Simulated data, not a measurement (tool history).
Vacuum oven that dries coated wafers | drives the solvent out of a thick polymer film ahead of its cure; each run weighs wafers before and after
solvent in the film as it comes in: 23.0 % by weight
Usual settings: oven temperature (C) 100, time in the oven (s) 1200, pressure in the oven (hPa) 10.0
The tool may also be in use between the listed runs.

run 1 hour=0.0 | oven_temperature_(C)=100 time_in_the_oven_(s)=1200 pressure_in_the_oven_(hPa)=10.0 | solvent_left_in_the_film_(%)=3.96
run 2 hour=74.1 | oven_temperature_(C)=100 time_in_the_oven_(s)=1200 pressure_in_the_oven_(hPa)=10.0 | solvent_left_in_the_film_(%)=4.00
run 3 hour=122.3 | oven_temperature_(C)=100 time_in_the_oven_(s)=1200 pressure_in_the_oven_(hPa)=10.0 | solvent_left_in_the_film_(%)=4.06
run 4 hour=177.6 | oven_temperature_(C)=100 time_in_the_oven_(s)=1200 pressure_in_the_oven_(hPa)=10.0 | solvent_left_in_the_film_(%)=4.03
run 5 hour=250.3 | oven_temperature_(C)=100 time_in_the_oven_(s)=1200 pressure_in_the_oven_(hPa)=8.5 | solvent_left_in_the_film_(%)=3.97
run 6 hour=308.0 | oven_temperature_(C)=100 time_in_the_oven_(s)=1200 pressure_in_the_oven_(hPa)=10.0 | solvent_left_in_the_film_(%)=4.09
run 7 hour=377.2 | oven_temperature_(C)=100 time_in_the_oven_(s)=1200 pressure_in_the_oven_(hPa)=10.0 | solvent_left_in_the_film_(%)=4.05
run 8 hour=449.5 | oven_temperature_(C)=100 time_in_the_oven_(s)=1200 pressure_in_the_oven_(hPa)=11.8 | solvent_left_in_the_film_(%)=4.06
run 9 hour=520.3 | oven_temperature_(C)=100 time_in_the_oven_(s)=1200 pressure_in_the_oven_(hPa)=11.8 | solvent_left_in_the_film_(%)=4.15
-- hour=534.1 oven's thermocouples calibrated
run 10 hour=555.9 | oven_temperature_(C)=100 time_in_the_oven_(s)=1200 pressure_in_the_oven_(hPa)=34.7 | solvent_left_in_the_film_(%)=4.68
run 11 hour=593.4 | oven_temperature_(C)=113 time_in_the_oven_(s)=1200 pressure_in_the_oven_(hPa)=10.0 | solvent_left_in_the_film_(%)=1.43
run 12 hour=629.4 | oven_temperature_(C)=113 time_in_the_oven_(s)=1200 pressure_in_the_oven_(hPa)=10.0 | solvent_left_in_the_film_(%)=1.46
run 13 hour=669.1 | oven_temperature_(C)=89 time_in_the_oven_(s)=1200 pressure_in_the_oven_(hPa)=10.0 | solvent_left_in_the_film_(%)=6.93
run 14 hour=736.5 | oven_temperature_(C)=89 time_in_the_oven_(s)=1200 pressure_in_the_oven_(hPa)=10.0 | solvent_left_in_the_film_(%)=6.97
run 15 hour=775.0 | oven_temperature_(C)=103 time_in_the_oven_(s)=1320 pressure_in_the_oven_(hPa)=9.5 | solvent_left_in_the_film_(%)=2.69
run 16 hour=840.7 | oven_temperature_(C)=103 time_in_the_oven_(s)=960 pressure_in_the_oven_(hPa)=7.4 | solvent_left_in_the_film_(%)=4.29
run 17 hour=898.2 | oven_temperature_(C)=103 time_in_the_oven_(s)=960 pressure_in_the_oven_(hPa)=7.4 | solvent_left_in_the_film_(%)=4.27
run 18 hour=960.8 | oven_temperature_(C)=91 time_in_the_oven_(s)=960 pressure_in_the_oven_(hPa)=11.6 | solvent_left_in_the_film_(%)=8.02
run 19 hour=1018.2 | oven_temperature_(C)=100 time_in_the_oven_(s)=1020 pressure_in_the_oven_(hPa)=38.0 | solvent_left_in_the_film_(%)=5.85
run 20 hour=1054.9 | oven_temperature_(C)=97 time_in_the_oven_(s)=720 pressure_in_the_oven_(hPa)=6.8 | solvent_left_in_the_film_(%)=7.86
run 21 hour=1109.3 | oven_temperature_(C)=100 time_in_the_oven_(s)=1440 pressure_in_the_oven_(hPa)=15.9 | solvent_left_in_the_film_(%)=3.24
run 22 hour=1162.7 | oven_temperature_(C)=100 time_in_the_oven_(s)=1440 pressure_in_the_oven_(hPa)=15.9 | solvent_left_in_the_film_(%)=3.19
run 23 hour=1203.2 | oven_temperature_(C)=86 time_in_the_oven_(s)=1440 pressure_in_the_oven_(hPa)=15.9 | solvent_left_in_the_film_(%)=7.17
run 24 hour=1239.0 | oven_temperature_(C)=86 time_in_the_oven_(s)=1440 pressure_in_the_oven_(hPa)=15.9 | solvent_left_in_the_film_(%)=7.25
run 25 hour=1278.4 | oven_temperature_(C)=113 time_in_the_oven_(s)=1440 pressure_in_the_oven_(hPa)=23.4 | solvent_left_in_the_film_(%)=1.36
run 26 hour=1317.1 | oven_temperature_(C)=101 time_in_the_oven_(s)=960 pressure_in_the_oven_(hPa)=6.1 | solvent_left_in_the_film_(%)=4.81
run 27 hour=1380.0 | oven_temperature_(C)=101 time_in_the_oven_(s)=960 pressure_in_the_oven_(hPa)=6.1 | solvent_left_in_the_film_(%)=4.92

5 ways to go on from here, each from the tool as it stands after run 27. What would each give?
run A hour=1454.8 | oven_temperature_(C)=95 time_in_the_oven_(s)=1200 pressure_in_the_oven_(hPa)=10.0 | solvent_left_in_the_film_(%)=?
run B hour=1454.8 | oven_temperature_(C)=105 time_in_the_oven_(s)=780 pressure_in_the_oven_(hPa)=25.2 | solvent_left_in_the_film_(%)=?
run C hour=1454.8 | oven_temperature_(C)=97 time_in_the_oven_(s)=1260 pressure_in_the_oven_(hPa)=37.7 | solvent_left_in_the_film_(%)=?
run D hour=1454.8 | oven_temperature_(C)=95 time_in_the_oven_(s)=1920 pressure_in_the_oven_(hPa)=6.1 | solvent_left_in_the_film_(%)=?
run E hour=1454.8 | oven_temperature_(C)=100 time_in_the_oven_(s)=960 pressure_in_the_oven_(hPa)=6.1 | solvent_left_in_the_film_(%)=?

run=A solvent_left_in_the_film_(%)=5.43
run=B solvent_left_in_the_film_(%)=5.66
run=C solvent_left_in_the_film_(%)=5.60
run=D solvent_left_in_the_film_(%)=2.70
run=E solvent_left_in_the_film_(%)=5.17
Without the tool's hidden state the same runs would have given:
run=A solvent_left_in_the_film_(%)=4.94
run=B solvent_left_in_the_film_(%)=5.30
run=C solvent_left_in_the_film_(%)=5.13
run=D solvent_left_in_the_film_(%)=2.19
run=E solvent_left_in_the_film_(%)=4.76
